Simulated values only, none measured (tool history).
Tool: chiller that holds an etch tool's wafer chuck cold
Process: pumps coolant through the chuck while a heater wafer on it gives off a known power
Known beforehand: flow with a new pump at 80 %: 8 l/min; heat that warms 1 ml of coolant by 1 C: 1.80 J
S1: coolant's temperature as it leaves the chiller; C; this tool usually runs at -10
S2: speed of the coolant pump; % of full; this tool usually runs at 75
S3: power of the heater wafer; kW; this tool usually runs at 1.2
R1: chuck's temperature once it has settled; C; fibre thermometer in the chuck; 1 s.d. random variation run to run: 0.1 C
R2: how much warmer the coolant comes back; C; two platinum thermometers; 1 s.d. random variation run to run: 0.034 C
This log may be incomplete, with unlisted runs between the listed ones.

{"run": 1, "hour": 0.0, "S1": -10, "S2": 75, "S3": 1.2, "R1": 3.5, "R2": 5.82}
{"run": 2, "hour": 132.1, "S1": -10, "S2": 75, "S3": 1.2, "R1": 3.3, "R2": 5.83}
{"run": 3, "hour": 254.7, "S1": -10, "S2": 98, "S3": 1.2, "R1": 1.5, "R2": 4.46}
{"run": 4, "hour": 376.2, "S1": -10, "S2": 75, "S3": 0.913, "R1": 0.4, "R2": 4.51}
{"run": 5, "hour": 560.1, "S1": -10, "S2": 86, "S3": 1.2, "R1": 2.8, "R2": 5.15}
{"run": 6, "hour": 656.7, "S1": -10, "S2": 86, "S3": 1.2, "R1": 2.6, "R2": 5.13}
{"run": 7, "hour": 803.8, "S1": -10, "S2": 75, "S3": 1.2, "R1": 3.9, "R2": 5.94}
{"run": 8, "hour": 908.9, "S1": -10, "S2": 75, "S3": 1.2, "R1": 3.8, "R2": 5.94}
{"run": 9, "hour": 1049.5, "S1": -10, "S2": 75, "S3": 1.2, "R1": 4.1, "R2": 5.96}
{"run": 10, "hour": 1172.5, "S1": -10, "S2": 75, "S3": 1.2, "R1": 4, "R2": 5.91}
{"run": 11, "hour": 1290.0, "S1": -10, "S2": 75, "S3": 1.2, "R1": 4.1, "R2": 6.01}
{"run": 12, "hour": 1372.2, "S1": -10, "S2": 75, "S3": 1.2, "R1": 3.9, "R2": 6.01}
{"run": 13, "hour": 1530.8, "S1": -10, "S2": 75, "S3": 1.2, "R1": 4.2, "R2": 6.06}
{"run": 14, "hour": 1719.1, "S1": -10, "S2": 75, "S3": 1.2, "R1": 4.1, "R2": 6.12}
{"run": 15, "hour": 1816.1, "S1": -10, "S2": 75, "S3": 1.2, "R1": 4.3, "R2": 6.12}
{"hour": 1958.8, "done": "chiller's thermometer calibrated"}
{"run": 16, "hour": 1958.8, "S1": -8, "S2": 73, "S3": 0.8, "R1": 1.4, "R2": 4.23}
{"run": 17, "hour": 2129.3, "S1": -8, "S2": 72, "S3": 1.2, "R1": 6.4, "R2": 6.47}
{"run": 18, "hour": 2270.0, "S1": -8, "S2": 75, "S3": 1.538, "R1": 10, "R2": 7.86}
{"run": 19, "hour": 2401.3, "S1": -16, "S2": 69, "S3": 1.382, "R1": 1, "R2": 7.83}
{"run": 20, "hour": 2508.1, "S1": -16, "S2": 69, "S3": 1.382, "R1": 1.2, "R2": 7.78}
{"run": 21, "hour": 2645.1, "S1": -12, "S2": 92, "S3": 0.696, "R1": -4.9, "R2": 2.94}
{"run": 22, "hour": 2732.2, "S1": -12, "S2": 92, "S3": 0.696, "R1": -4.6, "R2": 2.96}
{"run": 23, "hour": 2818.5, "S1": -15, "S2": 73, "S3": 0.784, "R1": -5.5, "R2": 4.23}
{"hour": 2856.5, "done": "coolant changed, channels flushed"}
{"run": 24, "hour": 2921.2, "S1": -7, "S2": 75, "S3": 1.304, "R1": 7.6, "R2": 6.87}
{"run": 25, "hour": 3121.1, "S1": -4, "S2": 78, "S3": 1.304, "R1": 10.3, "R2": 6.65}
{"run": 26, "hour": 3229.9, "S1": -4, "S2": 78, "S3": 1.304, "R1": 10.3, "R2": 6.71}
{"run": 27, "hour": 3416.2, "S1": -2, "S2": 71, "S3": 1.304, "R1": 13.3, "R2": 7.32}
{"run": 28, "hour": 3596.0, "S1": -2, "S2": 71, "S3": 1.304, "R1": 13.5, "R2": 7.37}
{"run": 29, "hour": 3723.7, "S1": -2, "S2": 65, "S3": 1.472, "R1": 16.5, "R2": 9.08}

Branching from run 29: 5 alternative next runs. What would each branch give?
{"run": "A", "hour": 3881.1, "S1": -15, "S2": 65, "S3": 1.472, "R1": "?", "R2": "?"}
{"run": "B", "hour": 3881.1, "S1": -17, "S2": 76, "S3": 1.2, "R1": "?", "R2": "?"}
{"run": "C", "hour": 3881.1, "S1": -3, "S2": 77, "S3": 0.879, "R1": "?", "R2": "?"}
{"run": "D", "hour": 3881.1, "S1": -10, "S2": 65, "S3": 1.472, "R1": "?", "R2": "?"}
{"run": "E", "hour": 3881.1, "S1": -18, "S2": 78, "S3": 0.698, "R1": "?", "R2": "?"}

run=A R1=3.7 R2=9.18
run=B R1=-3.1 R2=6.38
run=C R1=6.9 R2=4.67
run=D R1=8.7 R2=9.18
run=E R1=-9.9 R2=3.67
With the hidden condition removed and each run's random variation left untouched, the same runs would have given:
run=A R1=1.2 R2=7.54
run=B R1=-4.9 R2=5.24
run=C R1=5.5 R2=3.85
run=D R1=6.2 R2=7.54
run=E R1=-11 R2=3.03
